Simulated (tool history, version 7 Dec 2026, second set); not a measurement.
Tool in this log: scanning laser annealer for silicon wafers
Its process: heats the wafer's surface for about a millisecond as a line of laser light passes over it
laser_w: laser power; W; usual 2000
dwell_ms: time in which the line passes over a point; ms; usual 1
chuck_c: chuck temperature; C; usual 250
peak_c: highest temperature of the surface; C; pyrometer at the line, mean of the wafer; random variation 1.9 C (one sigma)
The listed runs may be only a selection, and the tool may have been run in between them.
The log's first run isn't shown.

{"run": 2, "day": 1.7, "laser_w": 2000, "dwell_ms": 1, "chuck_c": 250, "peak_c": 1094}
{"run": 3, "day": 4.35, "laser_w": 2000, "dwell_ms": 1, "chuck_c": 250, "peak_c": 1089}
{"run": 4, "day": 6.104, "laser_w": 2000, "dwell_ms": 1, "chuck_c": 250, "peak_c": 1090}
{"run": 5, "day": 7.388, "laser_w": 2000, "dwell_ms": 1.14, "chuck_c": 250, "peak_c": 1149}
{"run": 6, "day": 9.283, "laser_w": 2000, "dwell_ms": 1.14, "chuck_c": 250, "peak_c": 1145}
{"day": 9.642, "done": "optics aligned, line set to its width"}
{"run": 7, "day": 11.325, "laser_w": 2000, "dwell_ms": 1.14, "chuck_c": 250, "peak_c": 1142}
{"run": 8, "day": 13.308, "laser_w": 2000, "dwell_ms": 1, "chuck_c": 250, "peak_c": 1083}
{"day": 14.708, "done": "optics aligned, line set to its width, once more"}
{"run": 9, "day": 16.333, "laser_w": 2000, "dwell_ms": 1, "chuck_c": 229, "peak_c": 1075}
{"run": 10, "day": 17.971, "laser_w": 2000, "dwell_ms": 1, "chuck_c": 250, "peak_c": 1096}
{"run": 11, "day": 20.346, "laser_w": 2068, "dwell_ms": 1, "chuck_c": 250, "peak_c": 1120}
{"run": 12, "day": 21.829, "laser_w": 2011, "dwell_ms": 1, "chuck_c": 250, "peak_c": 1099}
{"run": 13, "day": 23.35, "laser_w": 2000, "dwell_ms": 1, "chuck_c": 229, "peak_c": 1071}
{"run": 14, "day": 25.312, "laser_w": 2000, "dwell_ms": 1, "chuck_c": 229, "peak_c": 1070}
{"run": 15, "day": 27.338, "laser_w": 2000, "dwell_ms": 1, "chuck_c": 250, "peak_c": 1089}
{"run": 16, "day": 28.808, "laser_w": 2000, "dwell_ms": 1, "chuck_c": 250, "peak_c": 1086}
{"run": 17, "day": 31.508, "laser_w": 2000, "dwell_ms": 0.92, "chuck_c": 250, "peak_c": 1052}
{"run": 18, "day": 33.6, "laser_w": 2000, "dwell_ms": 0.92, "chuck_c": 250, "peak_c": 1050}
{"run": 19, "day": 36.25, "laser_w": 2000, "dwell_ms": 0.92, "chuck_c": 250, "peak_c": 1047}
{"run": 20, "day": 38.692, "laser_w": 2000, "dwell_ms": 0.92, "chuck_c": 250, "peak_c": 1046}
{"run": 21, "day": 40.221, "laser_w": 2000, "dwell_ms": 0.92, "chuck_c": 250, "peak_c": 1049}
{"day": 41.308, "done": "window over the wafer cleaned"}
{"run": 22, "day": 43.196, "laser_w": 2000, "dwell_ms": 0.92, "chuck_c": 233, "peak_c": 1048}
{"run": 23, "day": 45.729, "laser_w": 1839, "dwell_ms": 1.21, "chuck_c": 242, "peak_c": 1107}
{"run": 24, "day": 48.604, "laser_w": 2000, "dwell_ms": 1, "chuck_c": 277, "peak_c": 1125}
{"run": 25, "day": 50.75, "laser_w": 2152, "dwell_ms": 0.82, "chuck_c": 219, "peak_c": 1038}
{"run": 26, "day": 53.529, "laser_w": 2107, "dwell_ms": 0.82, "chuck_c": 221, "peak_c": 1020}

Forecast run 27:
{"run": 27, "day": 54.933, "laser_w": 2107, "dwell_ms": 0.82, "chuck_c": 221, "peak_c": "?"}

For run 27 the tool returned peak_c 1022 C.
If the tool had no hidden condition, the same run with the same run-to-run variation would have returned peak_c 1024 C.
